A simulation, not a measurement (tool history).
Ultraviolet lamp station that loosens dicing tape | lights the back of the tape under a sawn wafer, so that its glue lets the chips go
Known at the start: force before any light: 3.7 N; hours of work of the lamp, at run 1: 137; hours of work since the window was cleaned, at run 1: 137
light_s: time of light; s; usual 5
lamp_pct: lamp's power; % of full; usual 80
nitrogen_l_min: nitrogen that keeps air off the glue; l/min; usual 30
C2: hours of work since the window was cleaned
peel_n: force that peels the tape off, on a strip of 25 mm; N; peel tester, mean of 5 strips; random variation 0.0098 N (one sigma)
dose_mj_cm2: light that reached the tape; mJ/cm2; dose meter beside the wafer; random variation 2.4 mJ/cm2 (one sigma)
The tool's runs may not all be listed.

run 1 hour=0 | light_s=5 lamp_pct=80 nitrogen_l_min=30 | hours_of_work_of_the_lamp=137 C2=137 | peel_n=0.455 dose_mj_cm2=267
run 2 hour=50.4 | light_s=5 lamp_pct=80 nitrogen_l_min=30 | hours_of_work_of_the_lamp=165 C2=165 | peel_n=0.489 dose_mj_cm2=264
run 3 hour=120.3 | light_s=5 lamp_pct=80 nitrogen_l_min=30 | hours_of_work_of_the_lamp=203 C2=203 | peel_n=0.494 dose_mj_cm2=258
run 4 hour=185.4 | light_s=5 lamp_pct=80 nitrogen_l_min=30 | hours_of_work_of_the_lamp=238 C2=238 | peel_n=0.47 dose_mj_cm2=256
run 5 hour=215.9 | light_s=5 lamp_pct=80 nitrogen_l_min=30 | hours_of_work_of_the_lamp=255 C2=255 | peel_n=0.476 dose_mj_cm2=261
run 6 hour=259.1 | light_s=5 lamp_pct=80 nitrogen_l_min=30 | hours_of_work_of_the_lamp=278 C2=278 | peel_n=0.512 dose_mj_cm2=254
run 7 hour=296.5 | light_s=3 lamp_pct=80 nitrogen_l_min=30 | hours_of_work_of_the_lamp=298 C2=298 | peel_n=1.061 dose_mj_cm2=151
run 8 hour=334 | light_s=3 lamp_pct=80 nitrogen_l_min=30 | hours_of_work_of_the_lamp=319 C2=319 | peel_n=1.085 dose_mj_cm2=150
run 9 hour=393.2 | light_s=3 lamp_pct=80 nitrogen_l_min=30 | hours_of_work_of_the_lamp=351 C2=351 | peel_n=1.112 dose_mj_cm2=150
run 10 hour=451.1 | light_s=3 lamp_pct=80 nitrogen_l_min=30 | hours_of_work_of_the_lamp=383 C2=383 | peel_n=1.11 dose_mj_cm2=147
run 11 hour=484.2 | light_s=5 lamp_pct=86 nitrogen_l_min=30 | hours_of_work_of_the_lamp=401 C2=401 | peel_n=0.464 dose_mj_cm2=267
run 12 hour=534.5 | light_s=5 lamp_pct=86 nitrogen_l_min=58 | hours_of_work_of_the_lamp=428 C2=428 | peel_n=0.297 dose_mj_cm2=263
run 13 hour=570.9 | light_s=5 lamp_pct=86 nitrogen_l_min=58 | hours_of_work_of_the_lamp=448 C2=448 | peel_n=0.289 dose_mj_cm2=264
run 14 hour=611.9 | light_s=5 lamp_pct=86 nitrogen_l_min=58 | hours_of_work_of_the_lamp=470 C2=470 | peel_n=0.291 dose_mj_cm2=258
run 15 hour=680.2 | light_s=5 lamp_pct=86 nitrogen_l_min=58 | hours_of_work_of_the_lamp=507 C2=507 | peel_n=0.302 dose_mj_cm2=260
-- hour=686 window cleaned of glue's vapour
run 16 hour=741.1 | light_s=5 lamp_pct=80 nitrogen_l_min=30 | hours_of_work_of_the_lamp=540 C2=30 | peel_n=0.597 dose_mj_cm2=232
run 17 hour=776.5 | light_s=5 lamp_pct=80 nitrogen_l_min=30 | hours_of_work_of_the_lamp=559 C2=49 | peel_n=0.603 dose_mj_cm2=227
run 18 hour=835.2 | light_s=5 lamp_pct=80 nitrogen_l_min=30 | hours_of_work_of_the_lamp=591 C2=81 | peel_n=0.573 dose_mj_cm2=222
run 19 hour=900.2 | light_s=5 lamp_pct=80 nitrogen_l_min=30 | hours_of_work_of_the_lamp=627 C2=117 | peel_n=0.605 dose_mj_cm2=219
-- hour=968.3 window cleaned of glue's vapour, once more
run 20 hour=968.3 | light_s=5 lamp_pct=80 nitrogen_l_min=30 | hours_of_work_of_the_lamp=664 C2=0 | peel_n=0.542 dose_mj_cm2=245
run 21 hour=1037.3 | light_s=5 lamp_pct=80 nitrogen_l_min=30 | hours_of_work_of_the_lamp=701 C2=38 | peel_n=0.571 dose_mj_cm2=248
run 22 hour=1068.8 | light_s=3 lamp_pct=80 nitrogen_l_min=30 | hours_of_work_of_the_lamp=718 C2=55 | peel_n=1.152 dose_mj_cm2=147
run 23 hour=1138.6 | light_s=2 lamp_pct=94 nitrogen_l_min=13 | hours_of_work_of_the_lamp=756 C2=93 | peel_n=1.934 dose_mj_cm2=117
run 24 hour=1176.6 | light_s=2 lamp_pct=91 nitrogen_l_min=12 | hours_of_work_of_the_lamp=777 C2=113 | peel_n=1.998 dose_mj_cm2=107
run 25 hour=1234.5 | light_s=2 lamp_pct=91 nitrogen_l_min=12 | hours_of_work_of_the_lamp=809 C2=145 | peel_n=2.036 dose_mj_cm2=109
run 26 hour=1293.8 | light_s=5 lamp_pct=84 nitrogen_l_min=10 | hours_of_work_of_the_lamp=841 C2=177 | peel_n=1.061 dose_mj_cm2=250
run 27 hour=1361.8 | light_s=5 lamp_pct=69 nitrogen_l_min=12 | hours_of_work_of_the_lamp=878 C2=214 | peel_n=1.249 dose_mj_cm2=202
run 28 hour=1416.1 | light_s=5 lamp_pct=89 nitrogen_l_min=18 | hours_of_work_of_the_lamp=907 C2=244 | peel_n=0.713 dose_mj_cm2=255
run 29 hour=1459.3 | light_s=8 lamp_pct=98 nitrogen_l_min=30 | hours_of_work_of_the_lamp=931 C2=267 | peel_n=0.143 dose_mj_cm2=450
run 30 hour=1511.7 | light_s=2 lamp_pct=80 nitrogen_l_min=22 | hours_of_work_of_the_lamp=959 C2=296 | peel_n=1.917 dose_mj_cm2=94
run 31 hour=1547.1 | light_s=5 lamp_pct=81 nitrogen_l_min=30 | hours_of_work_of_the_lamp=979 C2=315 | peel_n=0.615 dose_mj_cm2=228
run 32 hour=1591 | light_s=5 lamp_pct=98 nitrogen_l_min=30 | hours_of_work_of_the_lamp=1003 C2=339 | peel_n=0.434 dose_mj_cm2=274
run 33 hour=1658.2 | light_s=8 lamp_pct=79 nitrogen_l_min=30 | hours_of_work_of_the_lamp=1039 C2=376 | peel_n=0.261 dose_mj_cm2=350
run 34 hour=1722.5 | light_s=6 lamp_pct=80 nitrogen_l_min=38 | hours_of_work_of_the_lamp=1074 C2=411 | peel_n=0.402 dose_mj_cm2=266
run 35 hour=1786.7 | light_s=6 lamp_pct=80 nitrogen_l_min=38 | hours_of_work_of_the_lamp=1109 C2=446 | peel_n=0.405 dose_mj_cm2=259
run 36 hour=1846.1 | light_s=6 lamp_pct=80 nitrogen_l_min=38 | hours_of_work_of_the_lamp=1141 C2=478 | peel_n=0.407 dose_mj_cm2=257
run 37 hour=1878.4 | light_s=5 lamp_pct=89 nitrogen_l_min=13 | hours_of_work_of_the_lamp=1159 C2=495 | peel_n=0.97 dose_mj_cm2=242
-- hour=1906.5 window cleaned of glue's vapour
run 38 hour=1913 | light_s=3 lamp_pct=97 nitrogen_l_min=32 | hours_of_work_of_the_lamp=1178 C2=4 | peel_n=0.962 dose_mj_cm2=167
run 39 hour=1947.8 | light_s=5 lamp_pct=80 nitrogen_l_min=41 | hours_of_work_of_the_lamp=1197 C2=22 | peel_n=0.501 dose_mj_cm2=225
run 40 hour=1983.9 | light_s=5 lamp_pct=66 nitrogen_l_min=30 | hours_of_work_of_the_lamp=1216 C2=42 | peel_n=0.835 dose_mj_cm2=185
run 41 hour=2033.2 | light_s=3 lamp_pct=100 nitrogen_l_min=17 | hours_of_work_of_the_lamp=1243 C2=69 | peel_n=1.238 dose_mj_cm2=170

Hidden state at the last listed run before each entry between runs and at the first one after, where it differs:
Between runs 15 and 16: window cleaned of glue's vapour (hour 686)
  lamp's light, % of a new lamp's: 91.4 -> 90.9; light that the window lets through, % of a clean one's: 94.1 -> 90.4
  measured less the result without the state, peel_n: +0.087 -> +0.181 N; dose_mj_cm2: -41 -> -50 mJ/cm2
Between runs 19 and 20: window cleaned of glue's vapour, once more (hour 968.3)
  lamp's light, % of a new lamp's: 89.7 -> 89.1; light that the window lets through, % of a clean one's: 89.4 -> 99.2
  measured less the result without the state, peel_n: +0.201 -> +0.111 N; dose_mj_cm2: -55 -> -32 mJ/cm2
Between runs 37 and 38: window cleaned of glue's vapour (hour 1906.5)
  lamp's light, % of a new lamp's: 81.9 -> 81.6; light that the window lets through, % of a clean one's: 93.5 -> 99.5
  measured less the result without the state, peel_n: +0.312 -> +0.249 N; dose_mj_cm2: -73 -> -38 mJ/cm2
